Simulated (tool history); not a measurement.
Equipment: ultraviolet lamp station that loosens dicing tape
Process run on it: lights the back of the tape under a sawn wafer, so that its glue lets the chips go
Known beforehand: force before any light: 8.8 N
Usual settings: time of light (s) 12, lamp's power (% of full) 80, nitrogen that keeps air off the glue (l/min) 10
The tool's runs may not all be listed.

| run | hour | time of light (s) | lamp's power (% of full) | nitrogen that keeps air off the glue (l/min) | force that peels the tape off (N) | light that reached the tape (J/m2) |
|---|---|---|---|---|---|---|
| 1 | 0 | 12 | 80 | 10 | 0.494 | 2120 |
| 2 | 8.1 | 7 | 80 | 10 | 1.421 | 1240 |
| 3 | 18.7 | 12 | 74 | 10 | 0.577 | 1980 |
| 4 | 27.1 | 12 | 80 | 10 | 0.491 | 2090 |
| 5 | 36 | 12 | 80 | 10 | 0.502 | 2080 |
| 6 | 49.5 | 12 | 62 | 10 | 0.853 | 1600 |
| 7 | 58.6 | 10 | 62 | 10 | 1.188 | 1390 |
| 8 | 66.8 | 10 | 62 | 10 | 1.239 | 1350 |
| 9 | 73.7 | 10 | 62 | 10 | 1.267 | 1350 |
| 10 | 79.9 | 10 | 62 | 10 | 1.215 | 1320 |
| 11 | 91.5 | 10 | 62 | 10 | 1.196 | 1350 |
| 12 | 101.6 | 10 | 62 | 10 | 1.225 | 1340 |
| 13 | 108.1 | 12 | 80 | 16 | 0.395 | 2080 |
| 14 | 118.5 | 12 | 80 | 16 | 0.405 | 2050 |
| 15 | 126.7 | 12 | 90 | 10 | 0.404 | 2340 |
| 16 | 132.7 | 12 | 90 | 10 | 0.42 | 2280 |
|  | 134.3 | window cleaned of glue's vapour |
| 17 | 140.8 | 7 | 83 | 10 | 1.464 | 1250 |
| 18 | 153.2 | 11 | 64 | 13 | 0.868 | 1470 |
| 19 | 161.8 | 12 | 70 | 12 | 0.641 | 1820 |
| 20 | 168.5 | 13 | 79 | 10 | 0.484 | 2160 |
| 21 | 174.9 | 12 | 79 | 10 | 0.564 | 1980 |
| 22 | 187.7 | 13 | 99 | 5 | 0.493 | 2720 |
| 23 | 196.3 | 13 | 99 | 5 | 0.51 | 2700 |
|  | 206.6 | window cleaned of glue's vapour, once more |
| 24 | 208 | 12 | 97 | 10 | 0.328 | 2650 |

Subtracting, for every run, the result it would have given without the tool's unlogged condition from the measured result gives the following. The same run-to-run variation enters both numbers; the gauge's scatter may not:
The hidden state here: lamp's light, % of a new lamp's; light that the window lets through, % of a clean one's; drift of the gauge itself on peel_n, %; drift of the gauge itself on dose_mj_cm2, %.
| run | force that peels the tape off (N) | light that reached the tape (J/m2) |
|---|---|---|
| 1 | +0.056 | -130 |
| 2 | +0.14 | -70 |
| 3 | +0.072 | -130 |
| 4 | +0.06 | -130 |
| 5 | +0.062 | -140 |
| 6 | +0.107 | -110 |
| 7 | +0.141 | -100 |
| 8 | +0.149 | -100 |
| 9 | +0.154 | -100 |
| 10 | +0.15 | -100 |
| 11 | +0.151 | -110 |
| 12 | +0.157 | -110 |
| 13 | +0.052 | -170 |
| 14 | +0.054 | -170 |
| 15 | +0.056 | -200 |
| 16 | +0.059 | -190 |
| 17 | +0.238 | -140 |
| 18 | +0.165 | -170 |
| 19 | +0.126 | -200 |
| 20 | +0.092 | -250 |
| 21 | +0.112 | -220 |
| 22 | +0.095 | -310 |
| 23 | +0.1 | -320 |
| 24 | +0.019 | -100 |
